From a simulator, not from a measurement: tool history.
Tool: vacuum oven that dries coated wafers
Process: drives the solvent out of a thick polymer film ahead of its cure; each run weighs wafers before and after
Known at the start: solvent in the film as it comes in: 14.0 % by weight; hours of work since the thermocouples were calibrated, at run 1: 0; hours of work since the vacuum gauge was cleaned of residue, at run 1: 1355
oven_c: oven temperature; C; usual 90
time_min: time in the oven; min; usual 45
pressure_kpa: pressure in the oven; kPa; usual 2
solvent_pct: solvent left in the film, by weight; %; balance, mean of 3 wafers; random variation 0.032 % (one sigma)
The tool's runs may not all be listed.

run	hour	oven_c	time_min	pressure_kpa	hours of work since the thermocouples were calibrated	hours of work since the vacuum gauge was cleaned of residue	solvent_pct
1	0	90	45	2	0	1355	4.06
2	50.7	90	45	2	33	1388	4.08
3	127.5	90	45	2	83	1437	4.08
# hour 137.8: vacuum gauge cleaned of residue and calibrated
4	183.8	90	45	2	118	30	4.04
5	232.5	90	45	2	150	62	4.07
6	277.5	90	45	2	179	91	4.09
7	378.2	90	45	2	245	156	4.07
8	474.2	90	45	2	307	218	4.08
9	547.8	90	45	2	355	266	4.02
10	600	90	45	2	389	300	4.09
11	645.4	90	45	2	418	330	4.05
# hour 673.6: vacuum gauge cleaned of residue and calibrated, once more
12	751.8	90	45	3.71	486	51	4.62
13	829.4	90	45	3.71	537	101	4.52
14	906.7	90	45	3.71	587	151	4.61
15	959.6	88	45	2	621	186	4.33
16	1045.3	88	45	2	677	241	4.29
17	1096.9	88	30	2	710	275	5.82
18	1200.4	88	30	2	778	342	5.87
19	1260	88	30	2	816	381	5.85
20	1360.9	105	70	1.22	882	446	0.52
21	1424.7	105	27	7.91	923	488	4.1
22	1470.3	105	39	2.15	953	517	1.5
# hour 1524.7: oven's thermocouples calibrated
23	1537.1	105	39	2.15	8	559	1.61
24	1635.6	95	37	1.11	72	623	3.24
25	1744.3	95	37	1.11	143	694	3.22
26	1835.2	77	24	5.39	202	753	10.12
27	1882.4	82	72	4.22	232	784	5.37
28	1987.7	82	28	1.93	301	852	7.43
29	2072.2	82	28	1.93	356	907	7.4

4 ways to go on from here, each from the tool as it stands after run 29. What would each give?
A	2141.2	77	45	2	400	952	?
B	2141.2	90	31	3.26	400	952	?
C	2141.2	102	28	4.6	400	952	?
D	2141.2	90	60	1.99	400	952	?

run	solvent_pct
A	7.01
B	5.73
C	3.78
D	2.92
Without the tool's hidden state the same runs would have given:
run	solvent_pct
A	7.11
B	5.84
C	3.89
D	3.01
